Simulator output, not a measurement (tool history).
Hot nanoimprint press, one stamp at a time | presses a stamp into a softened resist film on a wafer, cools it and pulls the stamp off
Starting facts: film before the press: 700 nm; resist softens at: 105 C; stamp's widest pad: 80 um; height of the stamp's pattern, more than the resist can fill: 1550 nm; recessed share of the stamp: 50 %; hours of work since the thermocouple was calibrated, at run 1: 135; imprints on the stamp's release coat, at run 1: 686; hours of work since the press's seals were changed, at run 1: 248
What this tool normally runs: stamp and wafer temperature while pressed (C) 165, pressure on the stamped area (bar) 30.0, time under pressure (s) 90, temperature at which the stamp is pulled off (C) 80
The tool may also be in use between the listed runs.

| run | day | stamp and wafer temperature while pressed (C) | pressure on the stamped area (bar) | time under pressure (s) | temperature at which the stamp is pulled off (C) | hours of work since the thermocouple was calibrated | imprints on the stamp's release coat | hours of work since the press's seals were changed | resist left under the stamp's widest pad (nm) | greatest force while the stamp is pulled off (N) |
|---|---|---|---|---|---|---|---|---|---|---|
| 1 | 0.000 | 165 | 30.0 | 90 | 80 | 135 | 686 | 248 | 360.6 | 245 |
| 2 | 0.483 | 165 | 30.0 | 90 | 80 | 143 | 713 | 255 | 361.0 | 243 |
| 3 | 1.071 | 165 | 30.0 | 90 | 80 | 152 | 745 | 265 | 361.8 | 245 |
| 4 | 1.504 | 165 | 30.0 | 90 | 68 | 159 | 769 | 272 | 363.6 | 311 |
| 5 | 2.167 | 165 | 30.0 | 90 | 68 | 170 | 805 | 283 | 362.6 | 313 |
| 6 | 2.925 | 165 | 30.0 | 90 | 68 | 183 | 846 | 295 | 362.9 | 315 |
| 7 | 3.312 | 165 | 30.0 | 90 | 68 | 189 | 867 | 302 | 364.0 | 316 |
| 8 | 4.088 | 161 | 30.1 | 77 | 87 | 202 | 910 | 314 | 443.5 | 213 |
| 9 | 4.729 | 161 | 30.1 | 77 | 87 | 212 | 945 | 325 | 449.0 | 212 |
| 10 | 5.225 | 160 | 30.0 | 92 | 80 | 220 | 972 | 333 | 443.9 | 252 |
| 11 | 5.604 | 165 | 31.0 | 90 | 72 | 227 | 992 | 339 | 360.6 | 297 |
| 12 | 6.088 | 165 | 31.0 | 90 | 72 | 235 | 1019 | 347 | 360.8 | 297 |
| 13 | 6.475 | 165 | 34.4 | 90 | 81 | 241 | 1040 | 354 | 343.2 | 249 |
| 14 | 7.062 | 159 | 29.7 | 90 | 77 | 250 | 1072 | 363 | 463.7 | 272 |

Some steps in resist left under the stamp's widest pad (nm) between neighbouring runs. How much of each would the tool show without its hidden state too (settings, what came in, random variation), and how much is left for the hidden state, with any gauge scatter that isn't in both results?
Hidden state present: true temperature over the reading, C; pressure that arrives at the usual setting, %; grip of the stamp's worn release coat, % over a new coat's; drift of the gauge itself on residual_nm, %; drift of the gauge itself on pull_off_n, %.
Run 13 -> 14: stamp and wafer temperature while pressed (C) 165 -> 159, pressure on the stamped area (bar) 34.4 -> 29.7, temperature at which the stamp is pulled off (C) 81 -> 77. resist left under the stamp's widest pad (nm) +120.5: hidden state +2.3, all else +118.2.

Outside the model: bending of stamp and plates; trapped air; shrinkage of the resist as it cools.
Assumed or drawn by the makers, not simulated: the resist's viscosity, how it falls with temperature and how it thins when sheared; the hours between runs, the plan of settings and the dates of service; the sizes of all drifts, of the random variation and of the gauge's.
